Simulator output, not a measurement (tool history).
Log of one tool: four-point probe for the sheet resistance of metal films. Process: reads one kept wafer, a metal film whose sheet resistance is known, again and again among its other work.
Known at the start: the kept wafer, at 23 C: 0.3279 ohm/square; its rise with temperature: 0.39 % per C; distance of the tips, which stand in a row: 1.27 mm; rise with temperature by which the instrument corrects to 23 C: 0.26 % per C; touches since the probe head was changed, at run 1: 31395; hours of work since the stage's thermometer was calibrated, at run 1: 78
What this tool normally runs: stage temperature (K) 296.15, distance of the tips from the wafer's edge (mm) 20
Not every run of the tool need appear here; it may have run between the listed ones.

run,day,stage temperature (K),distance of the tips from the wafer's edge (mm),touches since the probe head was changed,hours of work since the stage's thermometer was calibrated,sheet resistance as the instrument gives it (ohm/square)
1,0.000,296.15,20,31395,78,0.327995
2,0.642,296.15,33,32108,87,0.327587
3,1.267,296.15,33,32799,96,0.327547
4,2.492,296.15,33,34156,114,0.327596
5,3.350,296.15,33,35110,127,0.327524
6,4.000,296.15,20,35829,136,0.327940
7,4.796,296.15,20,36713,148,0.327947
8,5.554,296.15,26,37555,159,0.327625
9,6.475,296.15,20,38574,172,0.327940
10,7.483,296.15,55,39691,187,0.327311
11,8.029,295.15,41,40297,195,0.326943
12,8.725,295.15,5,41067,205,0.337663
13,9.604,295.15,5,42042,218,0.337675
14,10.554,294.15,24,43096,232,0.326839
15,11.300,296.15,30,43923,243,0.327357
16,12.250,291.15,5,44978,257,0.335949
17,13.200,298.15,4,46032,270,0.344724

Here are 5 independent what-if runs from the current tool condition. What would each one return?
A,14.029,305.15,50,46949,283,?
B,14.029,292.15,9,46949,283,?
C,14.029,303.15,4,46949,283,?
D,14.029,298.15,51,46949,283,?
E,14.029,291.15,25,46949,283,?

run,sheet resistance as the instrument gives it (ohm/square)
A,0.330769
B,0.328895
C,0.346774
D,0.327979
E,0.325391
Had the tool no hidden state, the same runs would have come out as:
run,sheet resistance as the instrument gives it (ohm/square)
A,0.331605
B,0.329728
C,0.347648
D,0.328809
E,0.326216
